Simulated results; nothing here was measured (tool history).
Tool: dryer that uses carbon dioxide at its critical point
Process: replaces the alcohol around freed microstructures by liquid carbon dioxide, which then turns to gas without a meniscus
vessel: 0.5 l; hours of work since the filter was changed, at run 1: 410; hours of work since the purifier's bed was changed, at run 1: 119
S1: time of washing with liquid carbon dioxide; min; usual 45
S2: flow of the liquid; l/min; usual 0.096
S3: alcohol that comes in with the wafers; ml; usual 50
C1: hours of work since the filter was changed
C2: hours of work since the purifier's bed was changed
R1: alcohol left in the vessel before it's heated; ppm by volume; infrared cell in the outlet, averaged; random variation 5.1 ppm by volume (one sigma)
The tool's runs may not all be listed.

run 1 hour=0 | S1=45 S2=0.096 S3=50 | C1=410 C2=119 | R1=167
run 2 hour=6.9 | S1=45 S2=0.096 S3=50 | C1=415 C2=123 | R1=166
run 3 hour=13.2 | S1=45 S2=0.0693 S3=50 | C1=419 C2=128 | R1=972
run 4 hour=22.7 | S1=45 S2=0.0693 S3=50 | C1=426 C2=135 | R1=994
run 5 hour=29.4 | S1=45 S2=0.096 S3=50 | C1=430 C2=139 | R1=169
run 6 hour=36.7 | S1=45 S2=0.096 S3=21 | C1=435 C2=144 | R1=80
run 7 hour=43 | S1=45 S2=0.0744 S3=86 | C1=440 C2=149 | R1=1217
run 8 hour=53.4 | S1=63 S2=0.096 S3=28 | C1=447 C2=156 | R1=29
run 9 hour=61.1 | S1=63 S2=0.0613 S3=28 | C1=452 C2=161 | R1=221
run 10 hour=71.2 | S1=48 S2=0.1207 S3=28 | C1=460 C2=168 | R1=42

4 ways to go on from here, each from the tool as it stands after run 10. What would each give?
run A hour=79.4 | S1=35 S2=0.0709 S3=114 | C1=465 C2=174 | R1=?
run B hour=79.4 | S1=27 S2=0.0992 S3=28 | C1=465 C2=174 | R1=?
run C hour=79.4 | S1=36 S2=0.083 S3=28 | C1=465 C2=174 | R1=?
run D hour=79.4 | S1=48 S2=0.0828 S3=28 | C1=465 C2=174 | R1=?

run=A R1=5818
run=B R1=1055
run=C R1=696
run=D R1=197
Without the tool's hidden state the same runs would have given:
run=A R1=2977
run=B R1=502
run=C R1=303
run=D R1=68

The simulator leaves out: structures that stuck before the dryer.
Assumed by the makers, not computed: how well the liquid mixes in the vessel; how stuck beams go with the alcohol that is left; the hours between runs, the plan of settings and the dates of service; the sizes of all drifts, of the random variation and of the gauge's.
